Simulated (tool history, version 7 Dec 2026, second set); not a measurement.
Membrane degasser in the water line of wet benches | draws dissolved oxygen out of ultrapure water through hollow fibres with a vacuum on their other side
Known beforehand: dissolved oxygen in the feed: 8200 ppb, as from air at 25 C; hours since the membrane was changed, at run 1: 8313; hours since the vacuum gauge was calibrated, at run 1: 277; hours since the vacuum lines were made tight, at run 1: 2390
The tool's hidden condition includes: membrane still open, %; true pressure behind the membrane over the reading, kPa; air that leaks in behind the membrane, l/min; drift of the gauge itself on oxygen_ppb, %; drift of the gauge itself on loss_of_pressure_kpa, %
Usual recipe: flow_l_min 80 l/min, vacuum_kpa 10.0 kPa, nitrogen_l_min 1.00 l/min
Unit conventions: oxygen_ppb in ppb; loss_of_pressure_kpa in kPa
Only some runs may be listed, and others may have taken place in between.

run    hour  flow_l_min  vacuum_kpa  nitrogen_l_min  hours since the membrane was changed  hours since the vacuum gauge was calibrated  hours since the vacuum lines were made tight  oxygen_ppb  loss_of_pressure_kpa
  1     0.0          80        10.0            1.00                                  8313                                          277                                          2390       902.3                 36.46
  2   218.9         105        10.0            1.00                                  8532                                          496                                          2609      1078.1                 48.08
  3   353.4         105        10.0            1.00                                  8667                                          630                                          2744      1074.0                 48.11
  4   498.9         105        10.0            1.00                                  8812                                          776                                          2889      1074.1                 47.86
  5   663.1         105        10.0            2.83                                  8976                                          940                                          3053       569.1                 47.71
  6   828.6          80        10.8            1.00                                  9142                                         1105                                          3219       990.5                 36.53
  7   923.1          80        10.0            0.68                                  9236                                         1200                                          3313      1105.3                 36.72
  8  1125.2          80        10.0            0.68                                  9438                                         1402                                          3515      1102.0                 36.52
  9  1225.9         109        10.0            1.00                                  9539                                         1503                                          3616      1103.7                 49.66
 10  1360.5          79         8.2            1.34                                  9674                                         1637                                          3751       565.8                 36.00
 11  1557.8          79         8.2            1.34                                  9871                                         1835                                          3948       566.2                 35.64
 12  1778.1          79         8.2            1.34                                 10091                                         2055                                          4168       563.2                 35.65

Expected results for the next run?
 13  1966.4          54        10.2            0.42                                 10280                                         2243                                          4357           ?                     ?

Run 13 gave oxygen_ppb 1148.1 ppb, loss_of_pressure_kpa 24.41 kPa.
If the tool had no hidden condition, the same run with the same run-to-run variation would have returned oxygen_ppb 1147.7 ppb, loss_of_pressure_kpa 24.73 kPa.
